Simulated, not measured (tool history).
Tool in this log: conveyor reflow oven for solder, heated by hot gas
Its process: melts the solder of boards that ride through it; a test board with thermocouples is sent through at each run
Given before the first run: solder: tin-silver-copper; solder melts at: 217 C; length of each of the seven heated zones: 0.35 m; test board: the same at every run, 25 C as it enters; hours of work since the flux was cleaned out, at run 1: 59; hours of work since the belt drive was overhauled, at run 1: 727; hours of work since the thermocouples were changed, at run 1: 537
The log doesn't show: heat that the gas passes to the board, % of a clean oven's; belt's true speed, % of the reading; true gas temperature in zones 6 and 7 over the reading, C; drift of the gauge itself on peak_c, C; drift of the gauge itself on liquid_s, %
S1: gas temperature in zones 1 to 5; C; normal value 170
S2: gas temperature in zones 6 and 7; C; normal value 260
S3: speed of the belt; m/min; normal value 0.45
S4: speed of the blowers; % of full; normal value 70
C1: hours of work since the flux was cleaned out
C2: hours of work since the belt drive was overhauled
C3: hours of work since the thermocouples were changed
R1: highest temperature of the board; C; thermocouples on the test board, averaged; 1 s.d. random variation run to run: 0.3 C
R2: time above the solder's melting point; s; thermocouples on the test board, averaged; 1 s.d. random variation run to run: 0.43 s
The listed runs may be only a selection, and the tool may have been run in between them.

run,day,S1,S2,S3,S4,C1,C2,C3,R1,R2
1,0,170,260,0.45,70,59,727,537,245,61.3
2,2.321,170,260,0.45,70,90,758,567,244.5,61.4
3,3.75,170,260,0.45,70,109,777,586,244.5,61.6
# day 4.275: thermocouples of zones 6 and 7 changed
4,5.938,170,266,0.45,70,137,805,22,250.1,66.3
5,7.804,165,266,0.45,70,161,829,47,248.4,63.8
6,9.796,165,266,0.45,70,188,856,73,249.8,63.8
# day 11.696: flux residue cleaned out of gas plates and filters
7,12.204,165,266,0.45,70,7,885,102,248.7,63.4
8,13.817,165,266,0.45,70,28,906,123,249.8,64.6
9,15.688,165,266,0.45,54,53,931,148,245.9,59.6
10,17.383,170,260,0.45,70,75,953,170,244.8,60.8
11,18.942,170,260,0.45,70,96,974,191,244.8,61.2
12,21.183,170,260,0.45,76,125,1003,221,245.5,62.6
# day 22.646: belt drive overhauled, speed set with a stopwatch
13,22.804,170,260,0.45,70,144,2,240,244.8,60.6
14,24.271,170,260,0.515,70,164,21,259,240.8,46.8
15,26.167,170,260,0.515,70,189,46,284,240.1,46.6
# day 27.917: flux residue cleaned out of gas plates and filters
16,28.208,170,260,0.515,56,4,71,308,237,42.8
17,29.288,170,264,0.45,70,18,85,323,248.4,64.6
18,31.233,173,255,0.45,70,44,111,348,241.3,58.7
19,32.617,184,251,0.403,64,62,129,367,241,73.4
20,34.812,184,251,0.403,64,91,158,396,241.3,73.2
21,37.058,170,254,0.406,62,121,188,425,240.8,64.4
22,39.183,162,254,0.406,85,149,216,453,242.8,64.6
23,40.217,162,254,0.406,85,162,229,467,242.8,64.5
24,42.004,179,261,0.485,51,186,253,491,241.6,54.3
# day 43.979: flux residue cleaned out of gas plates and filters
25,43.979,170,260,0.42,50,0,276,514,243,63.5
26,45.438,170,260,0.401,70,19,296,533,248.3,74.1
27,46.521,170,260,0.401,70,34,310,547,247.8,73.4
28,47.808,170,260,0.401,70,51,327,564,248.3,74.3
# day 49.917: thermocouples of zones 6 and 7 changed
29,50.254,157,263,0.451,68,82,358,4,245,55.2
30,52.35,157,263,0.451,68,109,386,32,244.4,55.6

Describe how what the log doesn't record of the tool's condition differs between the last listed run preceding each entry between runs and the first listed run following it.
Between runs 3 and 4: thermocouples of zones 6 and 7 changed (day 4.275)
  heat that the gas passes to the board, % of a clean oven's: 99.5 -> 99.4; belt's true speed, % of the reading: 99.81 -> 99.8; true gas temperature in zones 6 and 7 over the reading, C: 0.07 -> 0.01
Between runs 6 and 7: flux residue cleaned out of gas plates and filters (day 11.696)
  heat that the gas passes to the board, % of a clean oven's: 99.2 -> 99.8; belt's true speed, % of the reading: 99.79 -> 99.78
Between runs 12 and 13: belt drive overhauled, speed set with a stopwatch (day 22.646)
  heat that the gas passes to the board, % of a clean oven's: 99.3 -> 99.2; belt's true speed, % of the reading: 99.75 -> 100.01
Between runs 15 and 16: flux residue cleaned out of gas plates and filters (day 27.917)
  heat that the gas passes to the board, % of a clean oven's: 99 -> 100; belt's true speed, % of the reading: 100 -> 99.99
Between runs 24 and 25: flux residue cleaned out of gas plates and filters (day 43.979)
  heat that the gas passes to the board, % of a clean oven's: 99.2 -> 100; belt's true speed, % of the reading: 99.95 -> 99.94
Between runs 28 and 29: thermocouples of zones 6 and 7 changed (day 49.917)
  heat that the gas passes to the board, % of a clean oven's: 99.7 -> 99.6; belt's true speed, % of the reading: 99.93 -> 99.92; true gas temperature in zones 6 and 7 over the reading, C: 0.09 -> 0.05
